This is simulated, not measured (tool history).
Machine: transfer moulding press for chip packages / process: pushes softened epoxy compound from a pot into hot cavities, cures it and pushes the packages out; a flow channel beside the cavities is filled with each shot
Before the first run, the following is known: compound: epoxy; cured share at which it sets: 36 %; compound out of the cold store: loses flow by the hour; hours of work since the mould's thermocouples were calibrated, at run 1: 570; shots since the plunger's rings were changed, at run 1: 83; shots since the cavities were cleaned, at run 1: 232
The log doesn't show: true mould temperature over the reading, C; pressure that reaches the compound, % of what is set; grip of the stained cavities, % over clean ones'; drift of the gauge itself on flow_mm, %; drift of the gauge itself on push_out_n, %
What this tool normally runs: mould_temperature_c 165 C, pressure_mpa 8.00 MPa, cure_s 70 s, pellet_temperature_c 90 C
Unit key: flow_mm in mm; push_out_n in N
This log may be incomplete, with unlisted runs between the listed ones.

run,hour,mould_temperature_c,pressure_mpa,cure_s,pellet_temperature_c,hours of work since the mould's thermocouples were calibrated,shots since the plunger's rings were changed,shots since the cavities were cleaned,incoming compound's hours out of the cold store,flow_mm,push_out_n
1,0.0,165,8.00,70,90,570,83,232,22.5,807,244
# hour 25.2: cavities cleaned with cleaning compound and waxed
2,52.5,165,8.00,70,90,603,912,444,39.1,738,234
# hour 69.1: cavities cleaned with cleaning compound and waxed
3,94.1,165,8.00,56,90,630,1563,405,12.1,853,432
# hour 110.6: cavities cleaned with cleaning compound and waxed
# hour 149.6: cavities cleaned with cleaning compound and waxed
4,156.1,165,8.00,56,90,669,2522,106,36.6,747,388
# hour 187.9: cavities cleaned with cleaning compound and waxed
# hour 232.0: cavities cleaned with cleaning compound and waxed
5,237.2,165,8.00,56,90,720,3792,86,24.7,790,414
# hour 245.6: plunger's sealing rings changed
# hour 277.8: cavities cleaned with cleaning compound and waxed
6,309.8,165,8.00,56,90,765,1019,521,27.2,782,408
# hour 320.5: cavities cleaned with cleaning compound and waxed
7,352.0,165,8.00,56,87,792,1679,512,40.5,724,371
# hour 360.5: cavities cleaned with cleaning compound and waxed
# hour 402.9: cavities cleaned with cleaning compound and waxed
8,410.3,165,8.00,56,87,829,2578,121,39.6,732,373
# hour 445.9: cavities cleaned with cleaning compound and waxed
# hour 478.9: mould's thermocouples calibrated
9,478.9,165,8.00,70,90,0,3636,505,34.8,746,238
# hour 489.2: cavities cleaned with cleaning compound and waxed
# hour 501.6: plunger's sealing rings changed
# hour 531.7: cavities cleaned with cleaning compound and waxed
10,552.2,165,8.00,70,90,45,797,333,39.6,735,227
# hour 574.3: cavities cleaned with cleaning compound and waxed
11,593.9,165,8.00,70,90,71,1450,319,30.4,766,234
# hour 614.4: cavities cleaned with cleaning compound and waxed
# hour 655.3: cavities cleaned with cleaning compound and waxed
12,666.4,165,9.23,70,90,117,2581,181,9.7,933,252
# hour 696.8: cavities cleaned with cleaning compound and waxed
13,701.6,165,9.23,86,90,139,3127,78,11.4,921,188
# hour 739.5: cavities cleaned with cleaning compound and waxed
# hour 754.2: plunger's sealing rings changed
# hour 780.4: cavities cleaned with cleaning compound and waxed
14,780.9,165,6.24,70,92,188,410,9,31.6,674,232
# hour 822.4: cavities cleaned with cleaning compound and waxed
15,856.3,162,8.00,70,90,237,1610,550,34.7,763,294
# hour 864.0: cavities cleaned with cleaning compound and waxed
# hour 906.5: cavities cleaned with cleaning compound and waxed
16,918.9,162,8.00,70,83,276,2579,202,43.8,730,288
# hour 949.0: cavities cleaned with cleaning compound and waxed
# hour 989.7: cavities cleaned with cleaning compound and waxed
17,989.7,162,8.00,66,91,321,3680,0,32.3,769,341
# hour 1005.5: plunger's sealing rings changed
# hour 1033.4: cavities cleaned with cleaning compound and waxed
18,1069.2,165,8.00,63,90,370,1011,581,10.2,862,332
# hour 1076.4: cavities cleaned with cleaning compound and waxed
# hour 1117.5: cavities cleaned with cleaning compound and waxed
19,1142.9,165,8.00,63,90,417,2161,414,38.2,741,288
# hour 1157.9: cavities cleaned with cleaning compound and waxed
# hour 1196.8: cavities cleaned with cleaning compound and waxed
20,1218.8,165,8.87,70,87,465,3345,358,18.4,862,249
# hour 1238.1: cavities cleaned with cleaning compound and waxed
21,1252.9,165,8.87,70,87,487,3875,242,8.4,923,252
# hour 1259.8: plunger's sealing rings changed
# hour 1285.0: cavities cleaned with cleaning compound and waxed
22,1315.4,165,8.00,57,96,525,878,492,28.5,771,370
# hour 1323.8: cavities cleaned with cleaning compound and waxed
# hour 1364.6: cavities cleaned with cleaning compound and waxed
23,1365.4,165,8.00,70,94,556,1643,14,36.3,744,231
# hour 1403.7: cavities cleaned with cleaning compound and waxed
24,1423.5,163,8.00,98,94,593,2563,323,29.6,785,163
# hour 1446.6: cavities cleaned with cleaning compound and waxed
25,1469.8,165,7.33,70,90,623,3290,376,31.5,730,235
# hour 1485.6: cavities cleaned with cleaning compound and waxed
# hour 1513.6: plunger's sealing rings changed
# hour 1527.1: cavities cleaned with cleaning compound and waxed
26,1548.7,165,6.83,105,96,671,548,352,19.6,756,173

Predict each of these 3 candidate next runs independently; none follows another, all start after run 26:
# hour 1567.3: cavities cleaned with cleaning compound and waxed
# hour 1607.7: cavities cleaned with cleaning compound and waxed
A,1607.7,165,6.83,83,96,708,1458,0,22.7,?,?
# hour 1567.3: cavities cleaned with cleaning compound and waxed
# hour 1607.7: cavities cleaned with cleaning compound and waxed
B,1607.7,160,6.83,105,96,708,1458,0,41.3,?,?
# hour 1567.3: cavities cleaned with cleaning compound and waxed
# hour 1607.7: cavities cleaned with cleaning compound and waxed
C,1607.7,160,8.00,58,90,708,1458,0,15.2,?,?

run,flow_mm,push_out_n
A,747,177
B,682,173
C,868,545
With the hidden condition removed and each run's random variation left untouched, the same runs would have given:
run,flow_mm,push_out_n
A,747,176
B,682,173
C,868,543

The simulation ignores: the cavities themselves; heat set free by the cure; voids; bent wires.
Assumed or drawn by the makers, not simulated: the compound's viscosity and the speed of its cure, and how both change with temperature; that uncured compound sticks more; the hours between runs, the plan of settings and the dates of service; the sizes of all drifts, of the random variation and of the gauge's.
